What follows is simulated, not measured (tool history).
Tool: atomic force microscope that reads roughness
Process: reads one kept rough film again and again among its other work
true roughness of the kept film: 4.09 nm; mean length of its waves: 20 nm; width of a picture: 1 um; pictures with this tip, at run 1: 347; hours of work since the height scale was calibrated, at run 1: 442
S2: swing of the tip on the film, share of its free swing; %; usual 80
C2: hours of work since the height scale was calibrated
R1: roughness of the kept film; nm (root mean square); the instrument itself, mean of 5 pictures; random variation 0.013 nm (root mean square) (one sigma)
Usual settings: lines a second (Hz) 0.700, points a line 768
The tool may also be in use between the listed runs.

run 1 hour=0.0 | lines_a_second_(Hz)=0.700 S2=80 points_a_line=768 | pictures_with_this_tip=347 C2=442 | R1=2.043
-- hour=3.3 new tip fitted
run 2 hour=19.6 | lines_a_second_(Hz)=0.700 S2=80 points_a_line=768 | pictures_with_this_tip=41 C2=457 | R1=2.964
run 3 hour=42.8 | lines_a_second_(Hz)=2.146 S2=80 points_a_line=768 | pictures_with_this_tip=99 C2=476 | R1=2.428
run 4 hour=70.7 | lines_a_second_(Hz)=2.146 S2=80 points_a_line=768 | pictures_with_this_tip=170 C2=498 | R1=2.195
run 5 hour=101.5 | lines_a_second_(Hz)=2.146 S2=80 points_a_line=768 | pictures_with_this_tip=247 C2=523 | R1=1.983
run 6 hour=125.5 | lines_a_second_(Hz)=2.146 S2=80 points_a_line=768 | pictures_with_this_tip=308 C2=542 | R1=1.822
-- hour=143.8 new tip fitted
run 7 hour=155.1 | lines_a_second_(Hz)=2.146 S2=80 points_a_line=768 | pictures_with_this_tip=28 C2=565 | R1=2.726
run 8 hour=174.8 | lines_a_second_(Hz)=0.700 S2=80 points_a_line=768 | pictures_with_this_tip=78 C2=581 | R1=2.801
run 9 hour=205.7 | lines_a_second_(Hz)=1.433 S2=80 points_a_line=768 | pictures_with_this_tip=156 C2=606 | R1=2.363
run 10 hour=236.9 | lines_a_second_(Hz)=1.126 S2=80 points_a_line=768 | pictures_with_this_tip=235 C2=631 | R1=2.170
run 11 hour=264.2 | lines_a_second_(Hz)=0.700 S2=80 points_a_line=768 | pictures_with_this_tip=304 C2=652 | R1=2.049
run 12 hour=277.0 | lines_a_second_(Hz)=0.700 S2=80 points_a_line=768 | pictures_with_this_tip=336 C2=663 | R1=1.988
-- hour=283.9 new tip fitted
run 13 hour=298.5 | lines_a_second_(Hz)=0.700 S2=80 points_a_line=774 | pictures_with_this_tip=37 C2=679 | R1=2.963
run 14 hour=321.3 | lines_a_second_(Hz)=0.700 S2=80 points_a_line=298 | pictures_with_this_tip=94 C2=698 | R1=2.657
run 15 hour=344.9 | lines_a_second_(Hz)=0.700 S2=80 points_a_line=298 | pictures_with_this_tip=154 C2=717 | R1=2.446
run 16 hour=360.8 | lines_a_second_(Hz)=2.876 S2=86 points_a_line=586 | pictures_with_this_tip=194 C2=729 | R1=1.887
run 17 hour=383.8 | lines_a_second_(Hz)=2.876 S2=86 points_a_line=586 | pictures_with_this_tip=252 C2=748 | R1=1.755
run 18 hour=412.7 | lines_a_second_(Hz)=3.884 S2=73 points_a_line=813 | pictures_with_this_tip=325 C2=771 | R1=1.752
-- hour=423.8 new tip fitted
run 19 hour=439.3 | lines_a_second_(Hz)=0.566 S2=59 points_a_line=663 | pictures_with_this_tip=39 C2=791 | R1=3.119
run 20 hour=456.4 | lines_a_second_(Hz)=0.700 S2=72 points_a_line=768 | pictures_with_this_tip=82 C2=805 | R1=2.853
run 21 hour=478.0 | lines_a_second_(Hz)=2.674 S2=72 points_a_line=768 | pictures_with_this_tip=136 C2=822 | R1=2.376
run 22 hour=496.1 | lines_a_second_(Hz)=1.263 S2=60 points_a_line=457 | pictures_with_this_tip=182 C2=837 | R1=2.481
run 23 hour=515.8 | lines_a_second_(Hz)=2.364 S2=76 points_a_line=485 | pictures_with_this_tip=232 C2=853 | R1=2.060
run 24 hour=528.6 | lines_a_second_(Hz)=2.364 S2=76 points_a_line=485 | pictures_with_this_tip=264 C2=863 | R1=1.990
run 25 hour=552.6 | lines_a_second_(Hz)=0.922 S2=76 points_a_line=485 | pictures_with_this_tip=325 C2=882 | R1=2.013
-- hour=564.5 new tip fitted
run 26 hour=576.1 | lines_a_second_(Hz)=2.203 S2=66 points_a_line=768 | pictures_with_this_tip=30 C2=900 | R1=2.944

4 ways to go on from here, each from the tool as it stands after run 26. What would each give?
run A hour=596.3 | lines_a_second_(Hz)=0.700 S2=80 points_a_line=493 | pictures_with_this_tip=81 C2=917 | R1=?
run B hour=596.3 | lines_a_second_(Hz)=0.857 S2=57 points_a_line=549 | pictures_with_this_tip=81 C2=917 | R1=?
run C hour=596.3 | lines_a_second_(Hz)=2.203 S2=66 points_a_line=315 | pictures_with_this_tip=81 C2=917 | R1=?
run D hour=596.3 | lines_a_second_(Hz)=2.203 S2=57 points_a_line=895 | pictures_with_this_tip=81 C2=917 | R1=?

run=A R1=2.767
run=B R1=2.894
run=C R1=2.671
run=D R1=2.830
Without the tool's hidden state the same runs would have given:
run=A R1=3.165
run=B R1=3.310
run=C R1=3.054
run=D R1=3.236
